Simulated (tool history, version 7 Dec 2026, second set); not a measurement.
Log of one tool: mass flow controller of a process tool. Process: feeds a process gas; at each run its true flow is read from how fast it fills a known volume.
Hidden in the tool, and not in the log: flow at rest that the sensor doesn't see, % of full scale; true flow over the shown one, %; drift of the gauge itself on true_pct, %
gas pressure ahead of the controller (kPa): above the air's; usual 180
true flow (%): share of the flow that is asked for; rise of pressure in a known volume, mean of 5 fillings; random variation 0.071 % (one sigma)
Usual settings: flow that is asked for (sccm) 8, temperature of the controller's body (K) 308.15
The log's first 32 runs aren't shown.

run,hour,flow that is asked for (sccm),gas pressure ahead of the controller (kPa),temperature of the controller's body (K),hours of work since the controller was set to zero,hours of work since the controller was changed,true flow (%)
33,1960.6,17,143,295.15,88,1035,98.13
# hour 1985.9: controller's zero set anew, once more
34,2022.5,17,143,295.15,11,1054,98.51
35,2077.0,4,145,307.15,28,1071,98.76
36,2138.1,2,189,297.15,47,1090,97.58
37,2203.2,2,189,297.15,67,1110,97.68
38,2269.1,5,240,308.15,88,1131,99.30
39,2335.9,8,192,304.15,109,1152,98.90
40,2416.4,4,213,311.15,134,1177,99.34
41,2491.9,4,213,311.15,157,1200,99.35
42,2537.7,4,213,311.15,171,1214,99.27
43,2583.7,4,213,311.15,186,1229,99.22
44,2646.0,8,237,308.15,205,1248,99.49
45,2705.0,8,237,308.15,223,1266,99.47

Run 46 comes next. What will it give?
46,2754.3,8,237,308.15,239,1282,?

true flow (%): 99.36
Without the tool's hidden state the same run would have given true flow (%) 100.14.

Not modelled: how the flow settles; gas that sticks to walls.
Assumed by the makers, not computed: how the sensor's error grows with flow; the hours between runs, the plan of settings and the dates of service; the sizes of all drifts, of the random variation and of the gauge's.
